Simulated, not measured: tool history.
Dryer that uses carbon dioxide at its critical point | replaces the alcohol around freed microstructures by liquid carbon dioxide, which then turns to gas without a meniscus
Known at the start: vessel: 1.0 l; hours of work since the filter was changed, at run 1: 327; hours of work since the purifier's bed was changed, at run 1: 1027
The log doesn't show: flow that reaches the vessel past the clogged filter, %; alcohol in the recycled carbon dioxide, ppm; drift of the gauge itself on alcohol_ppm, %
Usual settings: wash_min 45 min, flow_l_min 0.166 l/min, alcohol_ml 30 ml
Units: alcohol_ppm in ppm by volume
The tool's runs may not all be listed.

run,hour,wash_min,flow_l_min,alcohol_ml,hours of work since the filter was changed,hours of work since the purifier's bed was changed,alcohol_ppm
1,0,45,0.166,30,327,1027,268
# hour 46.1: purifier's bed changed
2,48.8,45,0.166,30,356,2,125
3,98.6,45,0.166,30,388,33,154
4,135.9,45,0.166,30,411,57,157
# hour 152.8: inlet filter changed
5,163.3,45,0.166,30,7,73,69
6,193.5,45,0.166,95,26,92,199
7,217.6,45,0.166,74,41,108,179
8,238.4,45,0.123,74,54,121,760
9,271.9,45,0.166,39,75,142,109
10,314.1,45,0.166,39,102,169,126
11,340.6,45,0.166,39,119,185,125
12,388.3,45,0.166,30,149,215,122
13,438.4,45,0.166,30,180,247,131
14,478.3,65,0.136,30,205,272,69
15,528.7,65,0.136,30,237,304,81
16,573.4,61,0.108,63,265,332,450
17,617.3,34,0.166,73,293,360,1135
18,644.4,34,0.166,73,310,377,1168

Forecast run 19:
19,666.8,30,0.183,46,324,391,?

{"run 19": {"alcohol_ppm": 861}}
Without the tool's hidden state the same run would have given alcohol_ppm 434 ppm by volume.
